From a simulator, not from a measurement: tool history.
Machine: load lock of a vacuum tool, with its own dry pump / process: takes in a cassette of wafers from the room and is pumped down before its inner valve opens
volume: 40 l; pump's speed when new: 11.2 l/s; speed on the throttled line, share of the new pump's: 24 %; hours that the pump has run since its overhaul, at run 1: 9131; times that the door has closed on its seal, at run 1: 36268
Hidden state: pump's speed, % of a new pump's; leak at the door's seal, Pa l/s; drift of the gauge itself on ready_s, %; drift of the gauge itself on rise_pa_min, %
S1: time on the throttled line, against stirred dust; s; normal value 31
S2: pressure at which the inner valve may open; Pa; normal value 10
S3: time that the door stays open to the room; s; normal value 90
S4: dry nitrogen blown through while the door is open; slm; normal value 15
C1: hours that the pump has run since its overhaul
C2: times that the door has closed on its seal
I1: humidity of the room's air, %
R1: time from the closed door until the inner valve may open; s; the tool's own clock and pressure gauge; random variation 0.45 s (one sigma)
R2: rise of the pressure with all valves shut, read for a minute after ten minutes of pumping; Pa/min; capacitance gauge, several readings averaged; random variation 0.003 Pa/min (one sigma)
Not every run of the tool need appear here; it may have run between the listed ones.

run 1 hour=0.0 | S1=31 S2=10 S3=90 S4=15 | C1=9131 C2=36268 | I1=45.3 | R1=56.1 R2=0.027
run 2 hour=312.1 | S1=52 S2=10 S3=90 S4=15 | C1=9443 C2=37508 | I1=46.4 | R1=72.5 R2=0.029
run 3 hour=636.2 | S1=31 S2=10 S3=90 S4=15 | C1=9767 C2=38795 | I1=46.4 | R1=56.6 R2=0.027
run 4 hour=1184.4 | S1=31 S2=10 S3=90 S4=15 | C1=10316 C2=40973 | I1=44.6 | R1=57.3 R2=0.022
run 5 hour=1872.2 | S1=39 S2=10 S3=90 S4=15 | C1=11003 C2=43705 | I1=46.6 | R1=63.2 R2=0.020
-- hour=1968.4 dry pump taken out, an overhauled one fitted
run 6 hour=2284.4 | S1=31 S2=17 S3=90 S4=15 | C1=316 C2=45318 | I1=45.2 | R1=55.1 R2=0.024
run 7 hour=2887.1 | S1=31 S2=17 S3=90 S4=15 | C1=919 C2=47712 | I1=44.5 | R1=54.0 R2=0.031
run 8 hour=3293.7 | S1=59 S2=17 S3=90 S4=15 | C1=1325 C2=49327 | I1=42.9 | R1=75.8 R2=0.021
run 9 hour=3676.9 | S1=59 S2=17 S3=90 S4=15 | C1=1708 C2=50849 | I1=47.7 | R1=74.9 R2=0.022
run 10 hour=4318.8 | S1=59 S2=17 S3=90 S4=15 | C1=2350 C2=53399 | I1=41.6 | R1=76.0 R2=0.021
run 11 hour=4838.0 | S1=59 S2=17 S3=90 S4=15 | C1=2870 C2=55461 | I1=46.8 | R1=75.4 R2=0.027
run 12 hour=5257.9 | S1=59 S2=17 S3=90 S4=15 | C1=3290 C2=57129 | I1=45.8 | R1=76.0 R2=0.026
run 13 hour=5538.7 | S1=59 S2=17 S3=90 S4=15 | C1=3570 C2=58244 | I1=44.5 | R1=75.8 R2=0.022
run 14 hour=5939.4 | S1=59 S2=17 S3=90 S4=15 | C1=3971 C2=59835 | I1=42.6 | R1=75.2 R2=0.024
run 15 hour=6491.8 | S1=17 S2=10 S3=90 S4=15 | C1=4523 C2=62029 | I1=40.3 | R1=46.2 R2=0.021
run 16 hour=7021.5 | S1=31 S2=10 S3=90 S4=15 | C1=5053 C2=64133 | I1=47.1 | R1=56.5 R2=0.022
run 17 hour=7519.7 | S1=31 S2=10 S3=90 S4=15 | C1=5551 C2=66112 | I1=43.7 | R1=56.8 R2=0.017
run 18 hour=7991.7 | S1=31 S2=10 S3=90 S4=15 | C1=6023 C2=67987 | I1=45.9 | R1=56.8 R2=0.027
run 19 hour=8625.1 | S1=31 S2=10 S3=90 S4=15 | C1=6657 C2=70503 | I1=46.8 | R1=55.9 R2=0.033
run 20 hour=9122.8 | S1=25 S2=9 S3=90 S4=7 | C1=7154 C2=72480 | I1=45.5 | R1=52.7 R2=0.036
-- hour=9776.3 door's seal changed, seat wiped
run 21 hour=9801.9 | S1=18 S2=13 S3=38 S4=6 | C1=7832 C2=102 | I1=43.8 | R1=45.6 R2=0.024
run 22 hour=10389.5 | S1=18 S2=13 S3=38 S4=26 | C1=8420 C2=2436 | I1=46.8 | R1=45.8 R2=0.014
run 23 hour=10709.8 | S1=18 S2=13 S3=38 S4=26 | C1=8740 C2=3708 | I1=44.3 | R1=44.9 R2=0.009
run 24 hour=11080.5 | S1=23 S2=11 S3=81 S4=5 | C1=9111 C2=5180 | I1=44.0 | R1=50.6 R2=0.040
run 25 hour=11424.5 | S1=60 S2=10 S3=90 S4=15 | C1=9455 C2=6547 | I1=43.6 | R1=78.3 R2=0.022
run 26 hour=11861.0 | S1=20 S2=15 S3=121 S4=15 | C1=9891 C2=8280 | I1=45.6 | R1=46.6 R2=0.026
run 27 hour=12471.2 | S1=20 S2=15 S3=121 S4=15 | C1=10501 C2=10704 | I1=43.2 | R1=46.4 R2=0.025
-- hour=13082.2 dry pump taken out, an overhauled one fitted
run 28 hour=13174.7 | S1=20 S2=15 S3=121 S4=15 | C1=93 C2=13475 | I1=47.0 | R1=46.3 R2=0.031
run 29 hour=13502.5 | S1=31 S2=10 S3=90 S4=40 | C1=420 C2=14777 | I1=46.2 | R1=56.5 R2=0.014
run 30 hour=13944.4 | S1=31 S2=10 S3=124 S4=15 | C1=862 C2=16532 | I1=42.5 | R1=56.2 R2=0.022
run 31 hour=14576.8 | S1=31 S2=10 S3=124 S4=33 | C1=1495 C2=19044 | I1=46.9 | R1=56.2 R2=0.020
run 32 hour=15116.2 | S1=31 S2=15 S3=90 S4=8 | C1=2034 C2=21186 | I1=42.8 | R1=55.3 R2=0.025
run 33 hour=15658.2 | S1=31 S2=15 S3=90 S4=8 | C1=2576 C2=23339 | I1=43.6 | R1=55.7 R2=0.034
run 34 hour=16110.0 | S1=30 S2=16 S3=90 S4=15 | C1=3028 C2=25133 | I1=44.7 | R1=53.6 R2=0.028
run 35 hour=16454.5 | S1=34 S2=10 S3=209 S4=15 | C1=3372 C2=26502 | I1=42.9 | R1=58.3 R2=0.038
run 36 hour=16747.4 | S1=25 S2=10 S3=90 S4=15 | C1=3665 C2=27665 | I1=43.5 | R1=52.4 R2=0.021
run 37 hour=17167.5 | S1=19 S2=10 S3=90 S4=15 | C1=4085 C2=29334 | I1=45.5 | R1=47.7 R2=0.026

Take each entry between the runs: how does the hidden state at the last listed run before it differ from the hidden state at the first listed run after it?
Logged between run 5 and run 6: dry pump taken out, an overhauled one fitted (hour 1968.4)
  pump's speed, % of a new pump's: 99.9 -> 100; leak at the door's seal, Pa l/s: 0.0024 -> 0.0025
Logged between run 20 and run 21: door's seal changed, seat wiped (hour 9776.3)
  pump's speed, % of a new pump's: 100 -> 99.9; leak at the door's seal, Pa l/s: 0.003 -> 0.002
Logged between run 27 and run 28: dry pump taken out, an overhauled one fitted (hour 13082.2)
  pump's speed, % of a new pump's: 99.9 -> 100
